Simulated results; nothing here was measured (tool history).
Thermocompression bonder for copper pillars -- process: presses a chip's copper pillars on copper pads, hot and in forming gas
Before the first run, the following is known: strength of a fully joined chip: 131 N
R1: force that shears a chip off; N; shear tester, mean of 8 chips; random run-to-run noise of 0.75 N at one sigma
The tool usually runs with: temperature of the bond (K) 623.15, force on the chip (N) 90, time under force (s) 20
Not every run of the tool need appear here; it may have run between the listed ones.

Run 1, hour 0: usual settings. Result: R1 90.9 N.
At hour 3.8: forming gas filter changed.
Run 2, hour 10.3: usual settings. Result: R1 98 N.
Run 3, hour 29.6: usual settings but time under force (s) 39. Result: R1 111.3 N.
Run 4, hour 40.4: usual settings but force on the chip (N) 92. Result: R1 97.6 N.
Run 5, hour 57.7: usual settings but time under force (s) 38. Result: R1 108.9 N.
Run 6, hour 66.8: usual settings but time under force (s) 58. Result: R1 115.9 N.
Run 7, hour 79.1: usual settings but time under force (s) 58. Result: R1 116.2 N.
Run 8, hour 96.8: usual settings but time under force (s) 58. Result: R1 116.3 N.
Run 9, hour 106.9: usual settings but time under force (s) 58. Result: R1 115.6 N.
Run 10, hour 125.6: usual settings but time under force (s) 58. Result: R1 116 N.
Run 11, hour 135.1: usual settings. Result: R1 96.2 N.
At hour 138.7: heater calibrated with a thermocouple chip.
Run 12, hour 147.3: usual settings but force on the chip (N) 103. Result: R1 100.9 N.
Run 13, hour 160.5: usual settings but force on the chip (N) 74. Result: R1 87.2 N.
Run 14, hour 173.5: usual settings but force on the chip (N) 74. Result: R1 85.6 N.
Run 15, hour 187.5: usual settings but force on the chip (N) 74. Result: R1 87.4 N.
Run 16, hour 206.9: usual settings but force on the chip (N) 74. Result: R1 86.4 N.
Run 17, hour 217.9: usual settings but force on the chip (N) 74. Result: R1 86.3 N.
At hour 228.7: heater calibrated with a thermocouple chip, once more.
Run 18, hour 237.8: usual settings. Result: R1 96.6 N.
Run 19, hour 255.4: usual settings. Result: R1 96.5 N.
Run 20, hour 271: usual settings. Result: R1 96.1 N.
Run 21, hour 279.9: usual settings but temperature of the bond (K) 615.15, force on the chip (N) 87, time under force (s) 31. Result: R1 99.3 N.
Run 22, hour 288.5: usual settings but temperature of the bond (K) 645.15, force on the chip (N) 57, time under force (s) 12. Result: R1 77.2 N.

For run 23, what comes out?
Run 23, hour 302.9: usual settings but temperature of the bond (K) 645.15, force on the chip (N) 57, time under force (s) 12. Result: R1 ?.

{"run 23": {"R1": 76.1}}
If the tool had no hidden condition, the same run with the same run-to-run variation would have returned R1 77.4 N.
